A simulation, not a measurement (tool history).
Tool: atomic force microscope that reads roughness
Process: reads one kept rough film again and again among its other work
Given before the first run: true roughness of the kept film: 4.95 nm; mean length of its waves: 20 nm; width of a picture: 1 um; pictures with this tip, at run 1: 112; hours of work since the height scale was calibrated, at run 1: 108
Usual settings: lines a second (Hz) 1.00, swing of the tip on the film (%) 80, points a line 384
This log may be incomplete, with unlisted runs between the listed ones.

run,day,lines a second (Hz),swing of the tip on the film (%),points a line,pictures with this tip,hours of work since the height scale was calibrated,roughness of the kept film (nm (root mean square))
1,0.000,1.00,80,384,112,108,1.541
2,0.550,1.00,80,384,134,116,1.422
3,0.862,1.00,80,384,147,120,1.373
# day 1.238: new tip fitted
4,1.262,1.00,80,384,1,126,2.991
5,1.983,1.57,80,384,29,136,2.375
# day 2.092: height scale calibrated on a step standard
6,2.621,1.42,80,625,53,8,2.055
7,3.317,1.42,80,625,80,18,1.807
8,3.783,1.70,80,384,99,25,1.612
9,4.288,1.70,80,384,119,32,1.486
# day 4.454: height scale calibrated on a step standard, once more
10,4.633,1.73,85,334,131,3,1.379

How the hidden state differs across the entries between the runs, from the last listed run before each to the first after it:
Between runs 3 and 4: new tip fitted (day 1.238)
  radius of the tip, nm: 47.7 -> 10.5
  the result without the hidden state subtracted from the measured one, roughness of the kept film (nm (root mean square)): -1.692 -> -0.048
Between runs 5 and 6: height scale calibrated on a step standard (day 2.092)
  radius of the tip, nm: 17.3 -> 23.7; height scale over the true one, %: -0.14 -> -0.18
  the result without the hidden state subtracted from the measured one, roughness of the kept film (nm (root mean square)): -0.575 -> -0.928
Between runs 9 and 10: height scale calibrated on a step standard, once more (day 4.454)
  radius of the tip, nm: 39.5 -> 42.3; height scale over the true one, %: -0.19 -> -0.05
  the result without the hidden state subtracted from the measured one, roughness of the kept film (nm (root mean square)): -1.441 -> -1.456

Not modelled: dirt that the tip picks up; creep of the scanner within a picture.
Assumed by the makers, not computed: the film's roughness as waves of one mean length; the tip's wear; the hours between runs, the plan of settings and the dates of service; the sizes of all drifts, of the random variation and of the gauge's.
